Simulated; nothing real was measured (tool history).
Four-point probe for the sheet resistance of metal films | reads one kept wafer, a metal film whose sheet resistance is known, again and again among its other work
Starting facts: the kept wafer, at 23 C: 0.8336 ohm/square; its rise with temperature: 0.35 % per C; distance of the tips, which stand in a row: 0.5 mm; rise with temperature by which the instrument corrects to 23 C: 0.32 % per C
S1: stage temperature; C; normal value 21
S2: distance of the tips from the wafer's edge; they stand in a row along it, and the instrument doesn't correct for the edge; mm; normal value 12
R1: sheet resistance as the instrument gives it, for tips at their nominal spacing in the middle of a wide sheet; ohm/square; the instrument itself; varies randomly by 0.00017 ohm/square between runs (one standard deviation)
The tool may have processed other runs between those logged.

run,hour,S1,S2,R1
1,0.0,21,12,0.836925
2,19.9,21,12,0.837020
3,37.5,19,12,0.836369
4,56.8,19,12,0.836705
5,80.1,19,3,0.848267
6,99.4,25,12,0.838548
7,119.9,28,12,0.839153
8,149.4,28,12,0.839383
9,179.3,20,12,0.837348
10,204.2,20,12,0.837521
11,217.7,20,24,0.836830
12,238.9,20,24,0.836990
13,266.3,20,24,0.837151
14,283.1,20,11,0.838006
15,300.2,21,12,0.838075
16,328.9,21,12,0.838173
17,352.3,21,12,0.838361
18,382.5,21,12,0.838150
19,405.9,21,12,0.838771
20,427.7,20,4,0.844482
21,456.2,24,48,0.839232
22,484.2,18,12,0.838088
23,501.6,21,17,0.838477
24,525.2,18,15,0.837717
# hour 526.9: stage's thermometer calibrated
25,549.0,34,22,0.842321

What will run 26 give?
26,568.3,19,22,?

{"run 26": {"R1": 0.838322}}
With the hidden condition absent and the run-to-run variation left alone, this run would have shown R1 0.832695 ohm/square.
